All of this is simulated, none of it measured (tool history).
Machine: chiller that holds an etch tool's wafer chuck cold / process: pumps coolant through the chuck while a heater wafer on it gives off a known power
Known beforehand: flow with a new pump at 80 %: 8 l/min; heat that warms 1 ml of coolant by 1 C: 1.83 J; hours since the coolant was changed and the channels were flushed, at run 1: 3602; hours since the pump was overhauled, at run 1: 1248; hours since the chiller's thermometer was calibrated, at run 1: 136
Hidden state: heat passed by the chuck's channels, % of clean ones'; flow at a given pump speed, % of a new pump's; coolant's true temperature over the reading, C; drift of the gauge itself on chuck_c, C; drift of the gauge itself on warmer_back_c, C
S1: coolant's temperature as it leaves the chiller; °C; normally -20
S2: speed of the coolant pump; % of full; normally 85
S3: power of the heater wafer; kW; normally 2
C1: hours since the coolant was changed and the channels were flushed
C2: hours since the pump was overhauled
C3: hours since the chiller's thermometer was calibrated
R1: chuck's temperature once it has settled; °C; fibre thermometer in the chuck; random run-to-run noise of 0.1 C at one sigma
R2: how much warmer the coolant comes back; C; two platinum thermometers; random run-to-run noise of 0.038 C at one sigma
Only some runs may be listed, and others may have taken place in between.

run	hour	S1	S2	S3	C1	C2	C3	R1	R2
1	0	-20	85	2	3602	1248	136	-4.4	7.85
2	37.3	-26	85	2	3639	1286	173	-10.6	7.93
3	101.3	-10	85	2	3703	1350	237	5.3	8.01
4	145.1	-20	61	2	3747	1393	281	-0.3	11.14
5	200.4	-20	85	2	3802	1449	336	-4.6	7.89
6	247.6	-20	85	2	3850	1496	384	-4.3	7.91
7	299.1	-20	85	2	3901	1547	435	-4.7	7.96
8	354.1	-20	85	2	3956	1602	490	-4.7	7.98
9	437.1	-20	85	2	4039	1685	573	-4.4	8
10	514.9	-20	85	2	4117	1763	651	-4.4	7.97
11	571.2	-20	85	2	4173	1820	707	-4.4	8
12	606.3	-20	85	2	4208	1855	742	-4.3	7.98
13	659	-20	85	2	4261	1907	795	-4.2	8.02
14	707.5	-20	87	2	4310	1956	844	-4.5	7.85
15	765.4	-28	85	2	4367	2014	901	-12.1	8.04
16	818	-28	85	2	4420	2066	954	-12.2	8.05
17	889	-16	74	2.102	4491	2137	1025	2.5	9.79
18	946.5	-28	94	1.866	4549	2195	1083	-14.1	6.79
# hour 958.6: coolant pump overhauled
19	1017.1	-20	88	1.366	4614	58	1148	-9.1	5.43
20	1092.8	-20	90	1.366	4690	134	1224	-9.2	5.33
21	1129.5	-20	90	1.366	4726	171	1260	-9.3	5.31
22	1167	-20	85	1.645	4764	208	1298	-6.7	6.77
23	1204.3	-18	80	2	4801	246	1335	-1.1	8.73
24	1259.9	-18	80	2	4857	301	1391	-1.1	8.8
# hour 1272.1: coolant pump overhauled, once more
25	1324.9	-18	78	2.988	4917	53	1451	6.2	12.5
26	1402.2	-27	85	1.434	4994	130	1528	-15.7	5.52
27	1483.7	-19	98	2	5076	212	1610	-4.8	6.64
28	1524	-19	98	2.66	5116	252	1650	-0.1	8.77
29	1579.1	-22	85	2	5171	307	1705	-6.4	7.63

Forecast each of these 5 alternatives for the next run:
A	1622.1	-16	61	1.519	5214	350	1748	?	?
B	1622.1	-20	85	1.325	5214	350	1748	?	?
C	1622.1	-20	82	2	5214	350	1748	?	?
D	1622.1	-29	85	2	5214	350	1748	?	?
E	1622.1	-29	64	2.757	5214	350	1748	?	?

run	R1	R2
A	-0.9	8.18
B	-9.6	5.07
C	-3.9	8.03
D	-13.2	7.71
E	-2.8	14.18
With the hidden condition removed and each run's random variation left untouched, the same runs would have given:
run	R1	R2
A	-2.2	8.16
B	-10.6	5.06
C	-5.4	8.02
D	-14.7	7.7
E	-4.9	14.16

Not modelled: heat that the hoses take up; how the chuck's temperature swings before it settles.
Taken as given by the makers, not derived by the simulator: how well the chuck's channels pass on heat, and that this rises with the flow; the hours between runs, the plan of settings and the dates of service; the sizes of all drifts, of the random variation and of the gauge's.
